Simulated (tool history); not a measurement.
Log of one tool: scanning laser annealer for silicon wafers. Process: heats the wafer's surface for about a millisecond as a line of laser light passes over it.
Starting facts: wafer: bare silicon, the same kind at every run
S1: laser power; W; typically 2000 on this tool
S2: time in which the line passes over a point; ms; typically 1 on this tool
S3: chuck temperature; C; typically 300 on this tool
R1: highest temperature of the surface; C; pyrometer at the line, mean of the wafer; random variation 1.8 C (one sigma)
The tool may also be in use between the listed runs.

run	hour	S1	S2	S3	R1
1	0	2000	1	300	984
2	57.7	2000	1	312	988
3	97.3	2000	1	312	984
# hour 185.4: optics aligned, line set to its width
4	185.4	2000	1	312	983
5	264.2	2000	1	312	974
# hour 300.1: window over the wafer cleaned
6	313	2000	1	312	1020
7	367.8	2081	0.73	280	896
# hour 374.2: laser's power meter calibrated
8	449	1945	1	266	932
9	484.5	1945	1	266	930
10	524.2	1885	0.9	266	866

Alternative continuations, all from the tool just after run 10; predict every row:
# hour 565.4: laser's power meter calibrated, once more
A	585.2	1837	0.89	295	?
# hour 565.4: laser's power meter calibrated, once more
B	585.2	2117	1	319	?
# hour 565.4: laser's power meter calibrated, once more
C	585.2	2099	1.25	266	?

run	R1
A	868
B	1050
C	1086
The same runs, with their run-to-run variation unchanged, on a tool lacking any hidden condition would have given:
run	R1
A	898
B	1087
C	1128

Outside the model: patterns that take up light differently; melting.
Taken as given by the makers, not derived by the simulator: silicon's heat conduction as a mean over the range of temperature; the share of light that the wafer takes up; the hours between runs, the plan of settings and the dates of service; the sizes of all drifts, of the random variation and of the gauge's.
